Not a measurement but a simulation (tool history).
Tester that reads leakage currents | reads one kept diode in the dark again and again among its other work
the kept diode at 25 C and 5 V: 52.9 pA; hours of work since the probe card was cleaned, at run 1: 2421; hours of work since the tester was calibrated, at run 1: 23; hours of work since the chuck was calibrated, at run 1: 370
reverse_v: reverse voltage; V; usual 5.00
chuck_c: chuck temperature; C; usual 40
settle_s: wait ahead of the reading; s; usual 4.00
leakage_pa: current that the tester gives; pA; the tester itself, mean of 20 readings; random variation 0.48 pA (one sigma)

run	hour	reverse_v	chuck_c	settle_s	hours of work since the probe card was cleaned	hours of work since the tester was calibrated	hours of work since the chuck was calibrated	leakage_pa
1	0.0	5.00	40	4.00	2421	23	370	160.44
2	131.8	5.00	40	4.00	2480	83	430	159.84
3	265.4	5.00	40	4.00	2540	143	490	160.25
4	391.1	5.00	59	4.00	2597	199	546	561.58
5	504.1	5.00	59	4.00	2648	250	597	560.68
6	578.0	5.00	59	4.00	2681	283	631	561.23
7	641.5	5.00	59	4.00	2710	312	659	561.67
8	734.6	5.00	38	4.00	2752	354	701	138.24
9	872.2	5.00	21	4.00	2814	416	763	39.25
# hour 933.9: probe card cleaned and baked
10	980.3	5.00	21	4.00	21	463	810	39.13
11	1103.0	5.00	21	4.00	76	519	866	38.99
12	1220.2	5.00	21	4.00	129	571	918	39.13
13	1310.7	5.00	21	3.59	170	612	959	39.05
14	1390.2	5.00	21	3.59	205	648	995	39.29
15	1505.5	3.59	40	4.00	257	700	1047	135.06
16	1623.4	3.59	40	4.00	310	753	1100	135.23
17	1735.8	3.59	40	4.00	361	803	1151	134.62
18	1850.1	3.59	40	4.00	413	855	1202	135.04
19	1917.4	3.59	40	4.00	443	885	1232	134.83
20	1986.1	3.59	40	4.00	474	916	1263	134.60
21	2044.0	5.00	41	0.83	500	942	1289	172.09
22	2179.1	5.00	46	0.83	561	1003	1350	242.43
23	2261.7	5.00	21	0.83	598	1040	1387	40.09
24	2319.0	5.00	49	4.00	624	1066	1413	294.86
25	2450.7	5.00	49	4.00	683	1125	1473	294.54
26	2547.9	5.00	49	4.00	727	1169	1516	294.18
27	2663.9	1.69	59	2.23	779	1221	1568	323.15
# hour 2782.4: chuck's temperature calibrated
28	2799.0	2.71	59	4.22	839	1281	7	411.10
29	2911.7	15.53	21	2.31	890	1332	58	71.18
30	2983.0	1.05	57	1.63	922	1364	90	224.02
31	3047.7	5.00	40	4.78	951	1393	119	159.74
32	3158.9	5.00	40	4.78	1001	1443	170	160.53
33	3294.9	5.00	40	4.78	1062	1505	231	159.49
34	3387.1	5.00	41	3.02	1104	1546	272	171.49
35	3501.7	12.08	40	4.73	1155	1598	324	251.31
36	3597.2	3.78	32	4.00	1198	1641	367	78.71
37	3675.3	1.84	35	3.30	1233	1676	402	67.20
38	3751.1	4.25	54	0.48	1268	1710	436	376.95
39	3872.2	1.98	40	4.00	1322	1765	491	99.84
40	3944.4	1.98	40	4.00	1355	1797	523	100.08

Forecast each of these 4 alternatives for the next run:
A	4081.8	5.00	40	1.78	1417	1859	585	?
B	4081.8	1.55	52	0.39	1417	1859	585	?
C	4081.8	1.98	40	2.38	1417	1859	585	?
D	4081.8	2.44	40	0.32	1417	1859	585	?

run	leakage_pa
A	159.80
B	197.71
C	99.99
D	112.37
Without the tool's hidden state the same runs would have given:
run	leakage_pa
A	159.87
B	197.82
C	100.04
D	112.43

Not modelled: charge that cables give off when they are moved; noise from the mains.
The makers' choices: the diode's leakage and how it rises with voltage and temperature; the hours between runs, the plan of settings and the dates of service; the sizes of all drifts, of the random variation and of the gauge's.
